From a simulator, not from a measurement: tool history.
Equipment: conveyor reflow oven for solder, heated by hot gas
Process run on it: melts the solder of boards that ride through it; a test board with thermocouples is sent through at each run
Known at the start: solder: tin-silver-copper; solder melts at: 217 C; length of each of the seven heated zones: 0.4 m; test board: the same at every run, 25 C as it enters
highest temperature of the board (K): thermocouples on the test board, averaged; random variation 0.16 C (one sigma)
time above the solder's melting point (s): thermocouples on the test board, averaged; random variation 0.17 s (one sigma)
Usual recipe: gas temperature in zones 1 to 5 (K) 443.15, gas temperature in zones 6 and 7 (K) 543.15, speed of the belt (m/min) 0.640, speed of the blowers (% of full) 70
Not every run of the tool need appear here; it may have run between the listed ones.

run    hour  gas temperature in zones 1 to 5 (K)  gas temperature in zones 6 and 7 (K)  speed of the belt (m/min)  speed of the blowers (% of full)  highest temperature of the board (K)  time above the solder's melting point (s)
  1     0.0                               443.15                                543.15                      0.640                                70                                522.95                                       51.8
  2    36.8                               443.15                                543.15                      0.640                                70                                523.15                                       51.7
  3    73.2                               454.15                                543.15                      0.640                                70                                524.95                                       57.4
  4   135.1                               454.15                                543.15                      0.640                                70                                525.05                                       57.2
  5   185.4                               454.15                                543.15                      0.640                                70                                524.95                                       57.2
      245.2  -- flux residue cleaned out of gas plates and filters
  6   256.3                               443.15                                543.15                      0.562                                70                                524.85                                       61.2
  7   298.9                               443.15                                543.15                      0.640                                70                                519.35                                       47.9
  8   347.8                               443.15                                543.15                      0.640                                70                                519.15                                       47.5
      416.5  -- flux residue cleaned out of gas plates and filters, once more
  9   423.6                               443.15                                543.15                      0.640                                70                                525.45                                       54.2
 10   467.0                               443.15                                543.15                      0.640                                70                                524.95                                       54.0
 11   506.4                               443.15                                543.15                      0.640                                70                                525.15                                       53.8
 12   547.0                               443.15                                543.15                      0.640                                70                                524.95                                       54.0
 13   579.1                               443.15                                543.15                      0.640                                70                                524.85                                       53.5
 14   655.1                               443.15                                543.15                      0.640                                70                                524.55                                       53.6
 15   718.5                               443.15                                543.15                      0.640                                70                                524.25                                       52.9
 16   783.5                               443.15                                546.15                      0.557                                70                                531.85                                       68.5
 17   839.7                               447.15                                558.15                      0.604                                70                                539.45                                       68.6
      903.1  -- thermocouples of zones 6 and 7 changed
 18   911.1                               446.15                                546.15                      0.604                                70                                525.95                                       59.4
      932.1  -- flux residue cleaned out of gas plates and filters
 19   969.3                               446.15                                546.15                      0.604                                70                                528.65                                       61.8
 20  1020.4                               439.15                                550.15                      0.640                                84                                532.35                                       58.8
 21  1093.7                               439.15                                555.15                      0.519                                56                                535.95                                       74.6

Expected results for the next run?
 22  1163.4                               440.15                                541.15                      0.625                                65                                     ?                                          ?

highest temperature of the board (K): 519.95
time above the solder's melting point (s): 50.2
The same run, on a tool lacking any hidden state, would have yielded highest temperature of the board (K) 520.65, time above the solder's melting point (s) 50.3.
